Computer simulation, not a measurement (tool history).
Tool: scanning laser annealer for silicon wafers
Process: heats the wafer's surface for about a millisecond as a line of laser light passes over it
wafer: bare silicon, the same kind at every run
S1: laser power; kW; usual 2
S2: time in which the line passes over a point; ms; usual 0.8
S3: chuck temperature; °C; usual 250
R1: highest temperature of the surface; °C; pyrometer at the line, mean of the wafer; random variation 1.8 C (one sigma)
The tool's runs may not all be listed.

run   hour     S1     S2   S3    R1
  1      0      2    0.8  250   995
  2     11      2  0.575  250   861
  3   19.4  1.801    0.8  250   923
  4   33.4  1.801    0.8  250   921
        38  -- window over the wafer cleaned
  5   49.5  1.801    0.8  250   963
  6   58.8  1.801    0.8  250   959
  7     73  1.801  0.824  250   971
  8   80.8  1.801  0.824  250   971
  9     89  1.801  0.824  250   970
 10   98.7  1.801  0.824  250   970
 11  105.6  1.777    0.8  250   949
 12  115.7      2    0.8  265  1048
 13  128.2      2    0.8  265  1043
 14    136      2    0.8  250  1023
 15  149.2      2    0.8  250  1025
 16  156.1      2  0.963  250  1116
 17  162.6      2  0.963  250  1115
 18  176.9      2  0.963  250  1116
 19    183      2  0.912  250  1088
 20  190.1      2  0.912  223  1060
 21  202.6      2  0.912  223  1054
 22  211.8  2.019  0.583  223   868
 23  221.7  2.138  0.583  223   902
 24  228.1  1.948   0.75  254   977
 25  237.4  1.928    0.8  264  1005
 26  245.4   1.72  0.836  214   895
 27  254.8   1.72  0.836  214   898
 28  268.5      2  0.722  214   933
 29  275.4      2  0.722  214   932
 30  288.4      2  0.722  214   934
 31  300.7  1.963  0.654  277   945
 32    314   2.05  0.654  277   969
 33  326.8      2  0.606  250   895
 34  340.1      2  0.606  250   896
 35  348.7      2  0.738  233   955
 36    357  1.738  0.819  236   908
 37  367.5  1.801  0.843  259   965
 38  380.8  2.128   0.63  245   941
 39  388.8  1.835  0.645  211   822
 40  395.5  1.835  0.645  211   821
 41  407.3  2.052  0.911  268  1101

Forecast each of these 3 alternatives for the next run:
  A  416.4      2  0.824  250   ?
  B  416.4  2.161    0.8  250   ?
  C  416.4  2.042  0.911  274   ?

run    R1
  A  1015
  B  1063
  C  1105
Without the tool's hidden state the same runs would have given:
run    R1
  A  1053
  B  1102
  C  1146
